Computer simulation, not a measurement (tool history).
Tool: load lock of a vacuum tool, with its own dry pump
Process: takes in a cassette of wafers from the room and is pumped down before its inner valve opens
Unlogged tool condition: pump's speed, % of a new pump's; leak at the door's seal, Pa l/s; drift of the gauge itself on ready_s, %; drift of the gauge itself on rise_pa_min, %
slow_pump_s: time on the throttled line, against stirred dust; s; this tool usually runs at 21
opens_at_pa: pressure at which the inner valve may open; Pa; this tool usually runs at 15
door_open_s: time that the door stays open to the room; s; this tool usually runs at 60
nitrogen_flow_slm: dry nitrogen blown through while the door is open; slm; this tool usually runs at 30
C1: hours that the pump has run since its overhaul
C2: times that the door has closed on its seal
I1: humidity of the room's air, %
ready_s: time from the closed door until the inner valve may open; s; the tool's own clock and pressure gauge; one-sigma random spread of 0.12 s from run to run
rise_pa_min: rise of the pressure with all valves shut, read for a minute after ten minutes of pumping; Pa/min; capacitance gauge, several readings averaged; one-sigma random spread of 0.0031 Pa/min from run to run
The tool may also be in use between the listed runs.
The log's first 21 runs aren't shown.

run 22 hour=4919.6 | slow_pump_s=21 opens_at_pa=22 door_open_s=60 nitrogen_flow_slm=42 | C1=14281 C2=38071 | I1=44.7 | ready_s=28.1 rise_pa_min=0.052
run 23 hour=5156.6 | slow_pump_s=21 opens_at_pa=22 door_open_s=89 nitrogen_flow_slm=42 | C1=14518 C2=38996 | I1=46.1 | ready_s=28.3 rise_pa_min=0.054
run 24 hour=5352.4 | slow_pump_s=33 opens_at_pa=15 door_open_s=60 nitrogen_flow_slm=27 | C1=14714 C2=39760 | I1=44.3 | ready_s=39.3 rise_pa_min=0.057
run 25 hour=5628.2 | slow_pump_s=15 opens_at_pa=22 door_open_s=60 nitrogen_flow_slm=27 | C1=14990 C2=40837 | I1=47.5 | ready_s=23 rise_pa_min=0.06
run 26 hour=5830.6 | slow_pump_s=13 opens_at_pa=11 door_open_s=43 nitrogen_flow_slm=26 | C1=15192 C2=41627 | I1=46.9 | ready_s=21.9 rise_pa_min=0.064
run 27 hour=6050.2 | slow_pump_s=14 opens_at_pa=11 door_open_s=104 nitrogen_flow_slm=10 | C1=15412 C2=42484 | I1=48.6 | ready_s=22.7 rise_pa_min=0.112
run 28 hour=6204.7 | slow_pump_s=22 opens_at_pa=20 door_open_s=104 nitrogen_flow_slm=9 | C1=15566 C2=43087 | I1=43.4 | ready_s=29.3 rise_pa_min=0.106
run 29 hour=6329.4 | slow_pump_s=34 opens_at_pa=17 door_open_s=60 nitrogen_flow_slm=30 | C1=15691 C2=43574 | I1=44.2 | ready_s=40.2 rise_pa_min=0.051
run 30 hour=6561.4 | slow_pump_s=34 opens_at_pa=17 door_open_s=60 nitrogen_flow_slm=30 | C1=15923 C2=44480 | I1=45.7 | ready_s=40.4 rise_pa_min=0.055
run 31 hour=6699.2 | slow_pump_s=22 opens_at_pa=17 door_open_s=60 nitrogen_flow_slm=30 | C1=16061 C2=45018 | I1=44.9 | ready_s=29.7 rise_pa_min=0.06
run 32 hour=6865.5 | slow_pump_s=22 opens_at_pa=17 door_open_s=60 nitrogen_flow_slm=30 | C1=16227 C2=45667 | I1=47 | ready_s=29.3 rise_pa_min=0.058
run 33 hour=7096.7 | slow_pump_s=12 opens_at_pa=15 door_open_s=60 nitrogen_flow_slm=8 | C1=16458 C2=46570 | I1=45.1 | ready_s=20.8 rise_pa_min=0.095
run 34 hour=7346.8 | slow_pump_s=13 opens_at_pa=19 door_open_s=60 nitrogen_flow_slm=5 | C1=16708 C2=47546 | I1=48.7 | ready_s=21.3 rise_pa_min=0.12
run 35 hour=7566.1 | slow_pump_s=21 opens_at_pa=15 door_open_s=84 nitrogen_flow_slm=30 | C1=16928 C2=48402 | I1=44.8 | ready_s=28.8 rise_pa_min=0.059
run 36 hour=7713.2 | slow_pump_s=21 opens_at_pa=15 door_open_s=84 nitrogen_flow_slm=30 | C1=17075 C2=48976 | I1=44.2 | ready_s=28.8 rise_pa_min=0.061
run 37 hour=7866 | slow_pump_s=21 opens_at_pa=15 door_open_s=84 nitrogen_flow_slm=30 | C1=17228 C2=49573 | I1=43.1 | ready_s=28.8 rise_pa_min=0.06

3 options for the next run, each taken on its own from the tool as it stands now. Forecast them:
run A hour=8035.9 | slow_pump_s=21 opens_at_pa=17 door_open_s=84 nitrogen_flow_slm=30 | C1=17398 C2=50236 | I1=42.6 | ready_s=? rise_pa_min=?
run B hour=8035.9 | slow_pump_s=12 opens_at_pa=18 door_open_s=84 nitrogen_flow_slm=30 | C1=17398 C2=50236 | I1=49 | ready_s=? rise_pa_min=?
run C hour=8035.9 | slow_pump_s=21 opens_at_pa=15 door_open_s=60 nitrogen_flow_slm=36 | C1=17398 C2=50236 | I1=44.2 | ready_s=? rise_pa_min=?

run=A ready_s=28.5 rise_pa_min=0.063
run=B ready_s=20.5 rise_pa_min=0.066
run=C ready_s=28.8 rise_pa_min=0.054
The same runs, with their run-to-run variation unchanged, on a tool lacking any hidden condition would have given:
run=A ready_s=28.5 rise_pa_min=0.061
run=B ready_s=20.5 rise_pa_min=0.065
run=C ready_s=28.8 rise_pa_min=0.052
